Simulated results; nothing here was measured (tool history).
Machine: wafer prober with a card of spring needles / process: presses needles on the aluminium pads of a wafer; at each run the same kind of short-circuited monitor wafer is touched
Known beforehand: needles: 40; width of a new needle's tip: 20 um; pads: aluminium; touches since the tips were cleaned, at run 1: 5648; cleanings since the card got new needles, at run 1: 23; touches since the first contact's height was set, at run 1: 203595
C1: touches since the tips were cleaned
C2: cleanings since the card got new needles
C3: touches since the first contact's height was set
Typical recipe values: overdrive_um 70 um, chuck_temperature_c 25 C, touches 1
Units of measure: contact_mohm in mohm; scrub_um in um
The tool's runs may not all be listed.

{"run": 1, "day": 0.0, "overdrive_um": 70, "chuck_temperature_c": 25, "touches": 1, "C1": 5648, "C2": 23, "C3": 203595, "contact_mohm": 305, "scrub_um": 10.29}
{"day": 0.2, "done": "tips cleaned on abrasive film"}
{"run": 2, "day": 0.396, "overdrive_um": 70, "chuck_temperature_c": 25, "touches": 1, "C1": 1528, "C2": 24, "C3": 206619, "contact_mohm": 242, "scrub_um": 10.26}
{"run": 3, "day": 0.912, "overdrive_um": 70, "chuck_temperature_c": 25, "touches": 1, "C1": 5491, "C2": 24, "C3": 210582, "contact_mohm": 295, "scrub_um": 10.2}
{"day": 1.129, "done": "tips cleaned on abrasive film"}
{"run": 4, "day": 1.283, "overdrive_um": 70, "chuck_temperature_c": 25, "touches": 1, "C1": 1182, "C2": 25, "C3": 213373, "contact_mohm": 228, "scrub_um": 10.25}
{"run": 5, "day": 1.908, "overdrive_um": 70, "chuck_temperature_c": 25, "touches": 1, "C1": 6008, "C2": 25, "C3": 218199, "contact_mohm": 298, "scrub_um": 10.24}
{"day": 2.062, "done": "tips cleaned on abrasive film"}
{"run": 6, "day": 2.333, "overdrive_um": 70, "chuck_temperature_c": 25, "touches": 1, "C1": 2057, "C2": 26, "C3": 221411, "contact_mohm": 250, "scrub_um": 10.21}
{"run": 7, "day": 2.829, "overdrive_um": 85, "chuck_temperature_c": 25, "touches": 1, "C1": 5862, "C2": 26, "C3": 225216, "contact_mohm": 256, "scrub_um": 12.52}
{"day": 3.021, "done": "tips cleaned on abrasive film"}
{"run": 8, "day": 3.429, "overdrive_um": 85, "chuck_temperature_c": 78, "touches": 1, "C1": 3129, "C2": 27, "C3": 229800, "contact_mohm": 249, "scrub_um": 12.48}
{"day": 3.817, "done": "height of the first contact set anew"}
{"day": 3.971, "done": "tips cleaned on abrasive film"}
{"run": 9, "day": 4.012, "overdrive_um": 74, "chuck_temperature_c": 106, "touches": 1, "C1": 312, "C2": 28, "C3": 1465, "contact_mohm": 222, "scrub_um": 11.2}
{"run": 10, "day": 4.342, "overdrive_um": 54, "chuck_temperature_c": 25, "touches": 2, "C1": 2862, "C2": 28, "C3": 4015, "contact_mohm": 266, "scrub_um": 8.13}
{"run": 11, "day": 4.658, "overdrive_um": 54, "chuck_temperature_c": 25, "touches": 2, "C1": 5278, "C2": 28, "C3": 6431, "contact_mohm": 288, "scrub_um": 8.15}

Estimate the outcome of run 12 from the log above:
{"day": 4.921, "done": "tips cleaned on abrasive film"}
{"run": 12, "day": 4.979, "overdrive_um": 56, "chuck_temperature_c": 25, "touches": 3, "C1": 456, "C2": 29, "C3": 8863, "contact_mohm": "?", "scrub_um": "?"}

Run 12 measured contact_mohm 214 mohm, scrub_um 8.46 um.
With the hidden condition absent and the run-to-run variation left alone, this run would have shown contact_mohm 201 mohm, scrub_um 8.48 um.
